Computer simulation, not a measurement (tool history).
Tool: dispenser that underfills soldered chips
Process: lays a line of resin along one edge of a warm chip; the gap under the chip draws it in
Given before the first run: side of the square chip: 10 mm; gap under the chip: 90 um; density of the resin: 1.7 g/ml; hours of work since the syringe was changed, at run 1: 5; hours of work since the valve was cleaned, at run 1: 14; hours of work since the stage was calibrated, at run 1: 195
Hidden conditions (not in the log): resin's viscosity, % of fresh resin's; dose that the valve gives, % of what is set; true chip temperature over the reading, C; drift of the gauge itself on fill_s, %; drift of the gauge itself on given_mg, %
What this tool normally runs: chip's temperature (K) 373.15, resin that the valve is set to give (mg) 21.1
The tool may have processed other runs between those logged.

run	hour	chip's temperature (K)	resin that the valve is set to give (mg)	hours of work since the syringe was changed	hours of work since the valve was cleaned	hours of work since the stage was calibrated	time until the resin shows at the far edge (s)	resin that the valve gave (mg)
1	0	373.15	21.1	5	14	195	30.9	21.04
2	3.3	373.15	21.1	7	17	198	34.7	21.02
# hour 8.1: new syringe of resin
3	9.1	373.15	21.1	1	20	201	25.8	20.87
4	12.6	373.15	21.1	3	23	204	28.8	20.83
5	19.3	373.15	21.1	8	27	208	36.4	20.79
# hour 23.1: new syringe of resin
6	24.7	373.15	21.1	1	31	212	26.3	20.8
7	30.5	366.15	21.1	5	35	216	39.1	20.79
8	36.3	366.15	21.1	9	39	220	48.6	20.71
# hour 37.8: new syringe of resin
9	40	373.15	21.1	1	41	222	27.7	20.74
10	45.5	365.15	21.1	5	45	226	41.2	20.66
11	50.8	365.15	21.1	9	48	229	47.8	20.66
# hour 52.6: new syringe of resin
12	58.3	365.15	21.1	4	53	234	38.6	20.65
13	63.3	365.15	21.1	7	57	238	46.3	20.52
# hour 67.1: new syringe of resin
14	68.1	384.15	21.1	1	60	241	19.5	20.58
15	75.3	373.15	21.1	6	65	246	32.9	20.62
16	81.1	366.15	27.3	10	69	250	46.8	26.48
# hour 81.7: new syringe of resin
17	88.2	385.15	26.7	4	73	254	21.6	25.92
18	92.2	377.15	19.2	7	76	257	33.1	18.55
# hour 96.3: new syringe of resin
19	97.4	378.15	23.2	1	79	260	21.7	22.4
20	100.5	369.15	21.1	3	81	263	32.3	20.52
21	105.9	372.15	20.4	7	85	266	35.4	19.64
# hour 111.1: new syringe of resin
22	111.9	372.15	20.4	1	89	270	27.9	19.56
23	119.2	372.15	20.4	6	94	275	35	19.51
24	122.4	364.15	18.2	8	96	277	52.5	17.47
# hour 125.9: new syringe of resin
25	126.8	386.15	22.1	1	99	280	18.3	21.19
26	131.7	376.15	25.3	4	102	283	26.6	24.18
27	135.3	368.15	22.6	6	105	286	38.5	21.48
28	138.7	359.15	20.7	9	107	288	60.1	19.76
# hour 140.7: new syringe of resin
29	143.9	379.15	21.1	2	110	292	23.4	20.21
30	149.1	384.15	21.8	6	114	295	24.4	20.71

Subtracting, for every run, the result it would have given without the tool's unlogged condition from the measured result gives the following. The same run-to-run variation enters both numbers; the gauge's scatter may not:
run	time until the resin shows at the far edge (s)	resin that the valve gave (mg)
1	+6.8	-0.14
2	+10.4	-0.15
3	+0.8	-0.18
4	+4	-0.21
5	+11.1	-0.25
6	+1.9	-0.28
7	+9.2	-0.32
8	+18.1	-0.35
9	+2.4	-0.37
10	+10.1	-0.4
11	+17.6	-0.44
12	+8.1	-0.48
13	+15.3	-0.51
14	+1.1	-0.54
15	+8.5	-0.59
16	+18	-0.81
17	+4.6	-0.85
18	+10.4	-0.64
19	+1.2	-0.8
20	+4.8	-0.75
21	+10.4	-0.76
22	+2.1	-0.79
23	+9.8	-0.83
24	+18.5	-0.76
25	+0.9	-0.95
26	+5.2	-1.12
27	+11.2	-1.02
28	+22	-0.96
29	+3	-1.02
30	+6.6	-1.07

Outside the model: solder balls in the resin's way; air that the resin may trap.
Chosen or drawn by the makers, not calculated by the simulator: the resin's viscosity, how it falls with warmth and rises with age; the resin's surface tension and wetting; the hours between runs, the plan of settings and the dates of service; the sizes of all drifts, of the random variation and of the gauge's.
